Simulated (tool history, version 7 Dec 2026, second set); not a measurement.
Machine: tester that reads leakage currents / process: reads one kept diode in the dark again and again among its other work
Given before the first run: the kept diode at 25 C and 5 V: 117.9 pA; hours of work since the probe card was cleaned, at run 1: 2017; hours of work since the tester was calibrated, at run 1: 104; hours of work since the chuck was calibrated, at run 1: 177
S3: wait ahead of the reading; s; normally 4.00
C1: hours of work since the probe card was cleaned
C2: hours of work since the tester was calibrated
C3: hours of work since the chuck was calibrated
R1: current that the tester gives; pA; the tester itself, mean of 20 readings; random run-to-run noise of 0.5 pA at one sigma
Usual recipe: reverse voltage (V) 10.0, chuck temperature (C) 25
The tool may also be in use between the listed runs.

Run 1, hour 0.0: usual settings; C1 2017; C2 104; C3 177. Result: R1 172.91 pA.
Run 2, hour 27.3: usual settings; C1 2039; C2 126; C3 199. Result: R1 173.62 pA.
Run 3, hour 61.8: usual settings; C1 2067; C2 154; C3 226. Result: R1 173.41 pA.
Run 4, hour 106.2: usual settings; C1 2102; C2 189; C3 262. Result: R1 174.26 pA.
Run 5, hour 149.9: usual settings; C1 2137; C2 224; C3 297. Result: R1 175.23 pA.
Run 6, hour 180.9: usual settings; C1 2162; C2 249; C3 321. Result: R1 175.85 pA.
Run 7, hour 236.9: usual settings; C1 2206; C2 294; C3 366. Result: R1 176.26 pA.
Run 8, hour 263.0: usual settings; C1 2227; C2 314; C3 387. Result: R1 175.69 pA.
Run 9, hour 291.5: usual settings; C1 2250; C2 337; C3 410. Result: R1 177.86 pA.
Run 10, hour 321.5: usual settings; C1 2274; C2 361; C3 434. Result: R1 177.94 pA.
Run 11, hour 362.3: usual settings; C1 2307; C2 394; C3 466. Result: R1 179.84 pA.
Run 12, hour 395.6: usual settings; C1 2333; C2 420; C3 493. Result: R1 178.73 pA.
Run 13, hour 425.2: usual settings; C1 2357; C2 444; C3 516. Result: R1 179.26 pA.
At hour 432.4: probe card cleaned and baked.
Run 14, hour 475.0: usual settings; C1 34; C2 481; C3 554. Result: R1 182.89 pA.
At hour 525.1: probe card cleaned and baked, once more.
Run 15, hour 526.8: usual settings; C1 1; C2 520; C3 593. Result: R1 173.09 pA.
Run 16, hour 563.7: usual settings but S3 1.39 s; C1 31; C2 550; C3 622. Result: R1 174.78 pA.
Run 17, hour 591.5: usual settings but S3 1.39 s; C1 53; C2 572; C3 645. Result: R1 176.00 pA.
Run 18, hour 626.7: usual settings but S3 1.39 s; C1 81; C2 600; C3 673. Result: R1 175.76 pA.
Run 19, hour 660.4: usual settings but S3 1.39 s; C1 108; C2 627; C3 700. Result: R1 175.99 pA.
Run 20, hour 690.5: usual settings but S3 1.39 s; C1 132; C2 651; C3 724. Result: R1 176.17 pA.
Run 21, hour 734.3: usual settings but reverse voltage (V) 10.1, S3 1.19 s; C1 167; C2 686; C3 759. Result: R1 178.29 pA.
Run 22, hour 786.3: usual settings but reverse voltage (V) 2.7, chuck temperature (C) 35, S3 1.21 s; C1 209; C2 728; C3 800. Result: R1 204.59 pA.
Run 23, hour 832.0: usual settings but chuck temperature (C) 30, S3 0.36 s; C1 245; C2 764; C3 837. Result: R1 270.33 pA.
Run 24, hour 862.9: usual settings but reverse voltage (V) 7.8, chuck temperature (C) 23, S3 2.52 s; C1 270; C2 789; C3 861. Result: R1 135.11 pA.
Run 25, hour 891.6: usual settings but reverse voltage (V) 9.7, chuck temperature (C) 23, S3 2.52 s; C1 293; C2 812; C3 884. Result: R1 149.93 pA.
Run 26, hour 932.6: usual settings but reverse voltage (V) 9.7, chuck temperature (C) 23, S3 2.52 s; C1 326; C2 845; C3 917. Result: R1 150.25 pA.
Run 27, hour 984.6: usual settings but chuck temperature (C) 21, S3 0.71 s; C1 367; C2 886; C3 959. Result: R1 133.85 pA.
Run 28, hour 1039.9: usual settings but chuck temperature (C) 56; C1 411; C2 930; C3 1003. Result: R1 1687.20 pA.
Run 29, hour 1088.2: usual settings but reverse voltage (V) 2.1, chuck temperature (C) 27, S3 2.61 s; C1 450; C2 969; C3 1041. Result: R1 99.81 pA.
Run 30, hour 1113.3: usual settings but reverse voltage (V) 1.8, S3 3.88 s; C1 470; C2 989; C3 1061. Result: R1 79.38 pA.
Run 31, hour 1159.4: usual settings but reverse voltage (V) 15.3, chuck temperature (C) 46, S3 1.63 s; C1 507; C2 1026; C3 1098. Result: R1 1058.93 pA.
Run 32, hour 1185.9: usual settings but reverse voltage (V) 15.3, chuck temperature (C) 46, S3 1.63 s; C1 528; C2 1047; C3 1119. Result: R1 1065.65 pA.
Run 33, hour 1241.4: usual settings but S3 3.04 s; C1 572; C2 1091; C3 1164. Result: R1 183.43 pA.
Run 34, hour 1297.6: usual settings but chuck temperature (C) 29, S3 5.87 s; C1 617; C2 1136; C3 1209. Result: R1 248.96 pA.
Run 35, hour 1342.1: usual settings but reverse voltage (V) 19.8, chuck temperature (C) 23, S3 0.31 s; C1 653; C2 1172; C3 1244. Result: R1 239.70 pA.
Run 36, hour 1391.5: usual settings but chuck temperature (C) 37, S3 3.38 s; C1 692; C2 1211; C3 1284. Result: R1 459.50 pA.
Run 37, hour 1414.9: usual settings but reverse voltage (V) 4.5, chuck temperature (C) 26, S3 3.38 s; C1 711; C2 1230; C3 1302. Result: R1 135.96 pA.
Run 38, hour 1460.8: usual settings but reverse voltage (V) 4.5, chuck temperature (C) 39, S3 7.61 s; C1 748; C2 1267; C3 1339. Result: R1 365.73 pA.
Run 39, hour 1510.3: usual settings but reverse voltage (V) 5.1, chuck temperature (C) 45, S3 2.42 s; C1 787; C2 1306; C3 1379. Result: R1 600.55 pA.

Each row is a separate what-if for the run after 39, all from the same tool condition, not one after another. Results?
Run A, hour 1550.8: usual settings but chuck temperature (C) 55; C1 819; C2 1338; C3 1411. Result: R1 ?.
Run B, hour 1550.8: usual settings but reverse voltage (V) 5.1, chuck temperature (C) 46, S3 2.42 s; C1 819; C2 1338; C3 1411. Result: R1 ?.
Run C, hour 1550.8: usual settings but reverse voltage (V) 5.1, chuck temperature (C) 21, S3 2.42 s; C1 819; C2 1338; C3 1411. Result: R1 ?.
Run D, hour 1550.8: usual settings but reverse voltage (V) 3.3, S3 9.72 s; C1 819; C2 1338; C3 1411. Result: R1 ?.
Run E, hour 1550.8: usual settings but reverse voltage (V) 3.2, chuck temperature (C) 23, S3 1.62 s; C1 819; C2 1338; C3 1411. Result: R1 ?.

run       R1
  A  1634.68
  B   641.98
  C    98.73
  D   109.42
  E    92.56
The same runs, with their run-to-run variation unchanged, on a tool lacking any hidden condition would have given:
run       R1
  A  1483.96
  B   579.69
  C    86.80
  D    96.94
  E    81.87
